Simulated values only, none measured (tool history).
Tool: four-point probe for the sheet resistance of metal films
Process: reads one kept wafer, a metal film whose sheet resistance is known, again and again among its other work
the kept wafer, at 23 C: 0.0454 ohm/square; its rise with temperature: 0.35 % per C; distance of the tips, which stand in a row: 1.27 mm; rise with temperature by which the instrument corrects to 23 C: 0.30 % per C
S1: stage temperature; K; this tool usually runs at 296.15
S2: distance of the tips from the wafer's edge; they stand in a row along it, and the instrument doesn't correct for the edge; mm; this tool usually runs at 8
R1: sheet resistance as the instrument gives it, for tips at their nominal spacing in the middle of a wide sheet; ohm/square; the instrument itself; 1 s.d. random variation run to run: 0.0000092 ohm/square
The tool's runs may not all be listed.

run,hour,S1,S2,R1
1,0,296.15,8,0.04622
2,8.7,303.15,8,0.046366
3,21.1,303.15,8,0.046378
4,32.7,296.15,8,0.046224
5,41.7,294.15,8,0.046181
6,50.4,294.15,8,0.046183
7,58,294.15,8,0.046161
8,66.2,296.15,8,0.046231
9,82.6,304.15,8,0.04641
10,99.7,304.15,8,0.046409
11,109.5,304.15,8,0.046415
12,122.9,296.15,8,0.046231
13,135,296.15,8,0.046236
14,147.6,296.15,8,0.046232
15,163.2,296.15,8,0.046243
16,177.1,298.15,35,0.045694
17,187.2,292.15,59,0.045545
18,197.4,300.15,15,0.045892
19,207.6,295.15,4,0.047955
20,218,302.15,3,0.049768
# hour 219.7: stage's thermometer calibrated
21,228.2,302.15,3,0.049736
22,237.5,308.15,31,0.045935
23,250.1,308.15,31,0.045922
24,261.9,294.15,12,0.045855
25,277.5,294.15,12,0.045882
26,286.6,294.15,12,0.045867
27,302.8,294.15,12,0.045876
28,310.9,294.15,12,0.045875
# hour 312.7: stage's thermometer calibrated, once more
29,323.8,296.15,37,0.045707
30,339.2,296.15,37,0.045715

Each row is a separate what-if for the run after 30, all from the same tool condition, not one after another. Results?
A,352.2,298.15,23,?
B,352.2,292.15,31,?
C,352.2,293.15,8,?
D,352.2,305.15,3,?

run,R1
A,0.0458
B,0.045641
C,0.04624
D,0.049878
With the hidden condition removed and each run's random variation left untouched, the same runs would have given:
run,R1
A,0.045522
B,0.045363
C,0.045959
D,0.049578
